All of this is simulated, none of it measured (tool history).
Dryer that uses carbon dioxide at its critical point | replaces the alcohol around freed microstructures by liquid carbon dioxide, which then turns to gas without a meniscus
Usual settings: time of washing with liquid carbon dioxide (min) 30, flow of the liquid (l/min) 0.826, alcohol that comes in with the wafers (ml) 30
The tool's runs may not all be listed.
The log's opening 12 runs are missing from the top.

run	hour	time of washing with liquid carbon dioxide (min)	flow of the liquid (l/min)	alcohol that comes in with the wafers (ml)	hours of work since the filter was changed	hours of work since the purifier's bed was changed	alcohol left in the vessel before it's heated (ppm by volume)
13	94.4	18	0.826	30	522	179	631
14	102.5	18	0.826	30	525	181	641
15	109	18	0.826	30	527	184	647
16	115.8	18	0.826	30	530	186	643
17	126.4	22	0.826	30	533	190	388
18	138.3	22	0.826	30	538	194	402
19	147.3	22	0.826	30	541	197	395
20	157	42	0.826	30	544	201	78
21	168.6	42	0.826	30	548	205	86
22	179	42	0.826	30	552	208	68
23	185.5	42	0.952	30	554	211	62
24	193.9	19	1.071	30	557	214	294
25	206.9	19	1.071	30	562	218	289
26	219.1	30	1.218	55	566	222	90
27	227.2	30	0.578	85	569	225	1152
28	238.2	37	0.81	30	573	229	111
29	249.7	36	0.826	30	577	233	111
30	255.7	36	0.826	30	579	235	105
31	261.8	36	0.885	30	581	237	108
32	274.3	30	1.232	74	585	242	111
33	281.7	30	1.232	74	588	244	101
34	295.2	36	0.826	30	593	249	114

Run 35 has not been measured yet. What should we expect?
# hour 299.4: inlet filter changed
35	309.1	44	0.826	30	3	254	?

alcohol left in the vessel before it's heated (ppm by volume): 80
The same run, on a tool lacking any hidden state, would have yielded alcohol left in the vessel before it's heated (ppm by volume) 17.
